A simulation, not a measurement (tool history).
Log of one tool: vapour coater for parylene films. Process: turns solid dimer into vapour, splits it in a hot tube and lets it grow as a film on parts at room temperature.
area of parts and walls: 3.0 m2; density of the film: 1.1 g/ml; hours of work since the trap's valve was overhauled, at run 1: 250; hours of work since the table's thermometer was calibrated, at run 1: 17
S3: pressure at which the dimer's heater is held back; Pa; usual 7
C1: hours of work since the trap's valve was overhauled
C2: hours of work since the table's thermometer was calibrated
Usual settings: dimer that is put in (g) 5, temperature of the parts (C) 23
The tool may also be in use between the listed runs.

Run 1, day 0: usual settings; C1 250; C2 17. Result: thickness of the film (µm) 0.9.
Run 2, day 0.775: usual settings; C1 258; C2 25. Result: thickness of the film (µm) 0.93.
Run 3, day 1.2: usual settings; C1 262; C2 30. Result: thickness of the film (µm) 0.9.
Run 4, day 1.85: usual settings; C1 269; C2 36. Result: thickness of the film (µm) 0.93.
Run 5, day 2.175: usual settings; C1 273; C2 40. Result: thickness of the film (µm) 0.89.
Run 6, day 2.85: usual settings; C1 280; C2 47. Result: thickness of the film (µm) 0.91.
Run 7, day 3.283: usual settings; C1 284; C2 52. Result: thickness of the film (µm) 0.93.
Run 8, day 3.6: usual settings but S3 2.41 Pa; C1 288; C2 55. Result: thickness of the film (µm) 1.01.
Run 9, day 3.983: usual settings but S3 2.41 Pa; C1 292; C2 59. Result: thickness of the film (µm) 1.01.
Run 10, day 4.567: usual settings but S3 2.41 Pa; C1 298; C2 65. Result: thickness of the film (µm) 0.99.
Run 11, day 5: usual settings but S3 2.41 Pa; C1 303; C2 70. Result: thickness of the film (µm) 0.96.
Run 12, day 5.717: usual settings but S3 2.41 Pa; C1 310; C2 77. Result: thickness of the film (µm) 0.98.
Run 13, day 6.188: usual settings but temperature of the parts (C) 27; C1 315; C2 82. Result: thickness of the film (µm) 0.74.
Run 14, day 6.546: usual settings but temperature of the parts (C) 27; C1 319; C2 86. Result: thickness of the film (µm) 0.74.
Run 15, day 7.058: usual settings but temperature of the parts (C) 27; C1 324; C2 91. Result: thickness of the film (µm) 0.73.
Run 16, day 7.742: usual settings but S3 7.15 Pa; C1 331; C2 99. Result: thickness of the film (µm) 0.91.
Run 17, day 8.354: usual settings but dimer that is put in (g) 8, S3 7.15 Pa; C1 338; C2 105. Result: thickness of the film (µm) 1.45.
Run 18, day 8.721: usual settings but dimer that is put in (g) 8, S3 7.15 Pa; C1 342; C2 109. Result: thickness of the film (µm) 1.43.
Run 19, day 9.196: usual settings but dimer that is put in (g) 8, S3 7.15 Pa; C1 347; C2 114. Result: thickness of the film (µm) 1.46.
Run 20, day 9.842: usual settings but temperature of the parts (C) 26; C1 354; C2 121. Result: thickness of the film (µm) 0.77.
Run 21, day 10.333: usual settings but dimer that is put in (g) 2; C1 359; C2 126. Result: thickness of the film (µm) 0.35.
Run 22, day 10.992: usual settings but dimer that is put in (g) 3; C1 366; C2 133. Result: thickness of the film (µm) 0.53.
Run 23, day 11.579: usual settings; C1 372; C2 139. Result: thickness of the film (µm) 0.87.
Run 24, day 12.317: usual settings; C1 380; C2 147. Result: thickness of the film (µm) 0.87.
Run 25, day 12.804: usual settings but S3 2.48 Pa; C1 385; C2 152. Result: thickness of the film (µm) 0.96.
Run 26, day 13.296: usual settings but dimer that is put in (g) 3, temperature of the parts (C) 32, S3 7.35 Pa; C1 390; C2 157. Result: thickness of the film (µm) 0.33.
Run 27, day 13.962: usual settings but dimer that is put in (g) 3, temperature of the parts (C) 25, S3 7.35 Pa; C1 397; C2 164. Result: thickness of the film (µm) 0.47.
Run 28, day 14.725: usual settings but temperature of the parts (C) 18; C1 405; C2 172. Result: thickness of the film (µm) 1.11.
Run 29, day 15.267: usual settings but temperature of the parts (C) 22, S3 3.41 Pa; C1 411; C2 178. Result: thickness of the film (µm) 0.96.
Run 30, day 15.679: usual settings but temperature of the parts (C) 22, S3 3.41 Pa; C1 415; C2 182. Result: thickness of the film (µm) 0.97.
At day 16.554: trap's valve overhauled.
Run 31, day 16.604: usual settings but dimer that is put in (g) 8, temperature of the parts (C) 17; C1 1; C2 190. Result: thickness of the film (µm) 2.16.
Run 32, day 17.067: usual settings but dimer that is put in (g) 4, temperature of the parts (C) 27, S3 2.59 Pa; C1 5; C2 195. Result: thickness of the film (µm) 0.73.
Run 33, day 17.708: usual settings but dimer that is put in (g) 4, temperature of the parts (C) 30, S3 5.15 Pa; C1 12; C2 202. Result: thickness of the film (µm) 0.57.
Run 34, day 18.321: usual settings but dimer that is put in (g) 4, temperature of the parts (C) 20, S3 6.37 Pa; C1 19; C2 208. Result: thickness of the film (µm) 0.92.
Run 35, day 18.696: usual settings but temperature of the parts (C) 17, S3 4.46 Pa; C1 23; C2 212. Result: thickness of the film (µm) 1.4.
Run 36, day 19.225: usual settings but S3 8.67 Pa; C1 28; C2 218. Result: thickness of the film (µm) 0.97.
Run 37, day 19.908: usual settings but temperature of the parts (C) 33, S3 4.98 Pa; C1 35; C2 225. Result: thickness of the film (µm) 0.62.

Forecast run 38:
Run 38, day 20.629: usual settings but dimer that is put in (g) 4, temperature of the parts (C) 33, S3 2.05 Pa; C1 43; C2 233. Result: thickness of the film (µm) ?.

{"run 38": {"thickness of the film (µm)": 0.56}}
Without the tool's hidden state the same run would have given thickness of the film (µm) 0.58.
